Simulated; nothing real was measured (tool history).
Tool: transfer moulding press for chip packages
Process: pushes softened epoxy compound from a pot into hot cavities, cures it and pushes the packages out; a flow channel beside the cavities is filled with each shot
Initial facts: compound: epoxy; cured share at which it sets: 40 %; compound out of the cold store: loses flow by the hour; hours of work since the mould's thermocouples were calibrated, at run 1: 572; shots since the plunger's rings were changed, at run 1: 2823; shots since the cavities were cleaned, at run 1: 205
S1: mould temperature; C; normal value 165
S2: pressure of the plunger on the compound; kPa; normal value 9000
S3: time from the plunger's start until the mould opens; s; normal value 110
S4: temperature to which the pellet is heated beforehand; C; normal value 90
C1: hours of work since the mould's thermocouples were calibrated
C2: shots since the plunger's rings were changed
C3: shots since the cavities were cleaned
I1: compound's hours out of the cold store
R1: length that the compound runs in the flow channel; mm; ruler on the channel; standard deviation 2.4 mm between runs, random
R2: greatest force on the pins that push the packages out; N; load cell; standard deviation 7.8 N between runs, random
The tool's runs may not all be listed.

run	hour	S1	S2	S3	S4	C1	C2	C3	I1	R1	R2
1	0.0	165	9000	110	90	572	2823	205	22.4	969	563
2	31.5	165	9000	110	90	589	3080	462	10.6	1026	688
3	69.7	170	9000	110	90	609	3390	772	35.6	887	597
# hour 77.1: cavities cleaned with cleaning compound and waxed
# hour 94.3: mould's thermocouples calibrated
4	111.1	170	9000	110	90	9	3698	260	10.5	993	469
# hour 131.0: plunger's sealing rings changed
5	148.5	165	9000	122	90	28	143	544	18.9	1009	634
# hour 154.9: mould's thermocouples calibrated, once more
# hour 185.4: cavities cleaned with cleaning compound and waxed
6	190.5	165	9000	122	90	18	456	41	24.3	971	331
7	228.0	165	9000	122	90	38	760	345	14.5	1012	542
8	264.3	165	9000	122	90	57	1056	641	23.5	966	596
# hour 286.9: cavities cleaned with cleaning compound and waxed
9	303.3	165	9000	122	90	77	1360	133	30.9	935	423
10	342.6	165	9000	90	90	98	1680	453	39.6	900	822
11	367.6	165	9000	90	90	112	1883	656	27.8	950	941
# hour 387.9: cavities cleaned with cleaning compound and waxed
12	394.0	165	9000	90	90	125	2086	50	15.4	1000	579
13	417.6	165	9000	90	90	138	2277	241	12.9	1008	808
14	459.2	165	9000	98	90	160	2615	579	28.2	938	807
15	486.2	165	9000	110	90	174	2835	799	46.4	870	721
# hour 489.9: cavities cleaned with cleaning compound and waxed
16	525.4	165	9000	91	88	194	3142	289	37.3	899	747
17	545.3	165	9000	110	93	205	3303	450	8.7	1022	658

What will run 18 give?
18	569.8	165	9000	110	93	218	3502	649	24.4	?	?

{"run 18": {"R1": 953, "R2": 686}}
If the tool had no hidden condition, the same run with the same run-to-run variation would have returned R1 979 mm, R2 327 N.
